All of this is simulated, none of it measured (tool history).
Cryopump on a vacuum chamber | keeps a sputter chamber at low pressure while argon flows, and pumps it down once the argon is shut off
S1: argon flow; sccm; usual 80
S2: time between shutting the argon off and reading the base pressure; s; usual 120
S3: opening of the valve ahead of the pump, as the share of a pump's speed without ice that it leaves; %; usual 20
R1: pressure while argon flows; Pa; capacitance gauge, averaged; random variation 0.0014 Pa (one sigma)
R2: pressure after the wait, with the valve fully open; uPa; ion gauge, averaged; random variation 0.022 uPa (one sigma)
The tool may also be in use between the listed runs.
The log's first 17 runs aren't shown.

Run 18, day 35.621: usual settings. Result: R1 0.3523 Pa, R2 1.75 uPa.
Run 19, day 37.879: usual settings but S1 48 sccm, S2 68 s, S3 44 %. Result: R1 0.1001 Pa, R2 2.25 uPa.
Run 20, day 40.412: usual settings but S1 48 sccm, S2 68 s, S3 44 %. Result: R1 0.1027 Pa, R2 2.26 uPa.
Run 21, day 42.504: usual settings but S1 65 sccm, S3 54 %. Result: R1 0.1161 Pa, R2 1.78 uPa.
At day 44.154: pump warmed up, emptied and cooled again.
Run 22, day 44.654: usual settings but S1 36 sccm, S3 41 %. Result: R1 0.0751 Pa, R2 1.67 uPa.
Run 23, day 47.329: usual settings but S1 35 sccm, S2 153 s, S3 35 %. Result: R1 0.0871 Pa, R2 1.52 uPa.
Run 24, day 49.392: usual settings but S1 35 sccm, S2 153 s, S3 35 %. Result: R1 0.0863 Pa, R2 1.58 uPa.
Run 25, day 51.667: usual settings but S1 77 sccm, S3 35 %. Result: R1 0.1918 Pa, R2 1.69 uPa.
Run 26, day 53.554: usual settings but S1 77 sccm, S3 35 %. Result: R1 0.1925 Pa, R2 1.76 uPa.
Run 27, day 55.138: usual settings but S1 36 sccm, S2 94 s, S3 57 %. Result: R1 0.0577 Pa, R2 1.88 uPa.
Run 28, day 58.096: usual settings but S1 72 sccm, S2 32 s. Result: R1 0.3153 Pa, R2 3.21 uPa.
Run 29, day 60.654: usual settings but S1 147 sccm, S2 130 s. Result: R1 0.6428 Pa, R2 1.79 uPa.
Run 30, day 62.196: usual settings but S1 68 sccm, S2 130 s. Result: R1 0.2988 Pa, R2 1.84 uPa.
Run 31, day 64.646: usual settings but S1 36 sccm, S2 21 s, S3 41 %. Result: R1 0.081 Pa, R2 4.34 uPa.
Run 32, day 66.517: usual settings but S1 36 sccm, S2 21 s, S3 41 %. Result: R1 0.0803 Pa, R2 4.42 uPa.

The next listed run, before its measurement:
Run 33, day 68.2: usual settings but S1 82 sccm, S2 21 s, S3 31 %. Result: R1 ?, R2 ?.

R1: 0.244 Pa
R2: 4.31 uPa
Without the tool's hidden state the same run would have given R1 0.2275 Pa, R2 3.02 uPa.
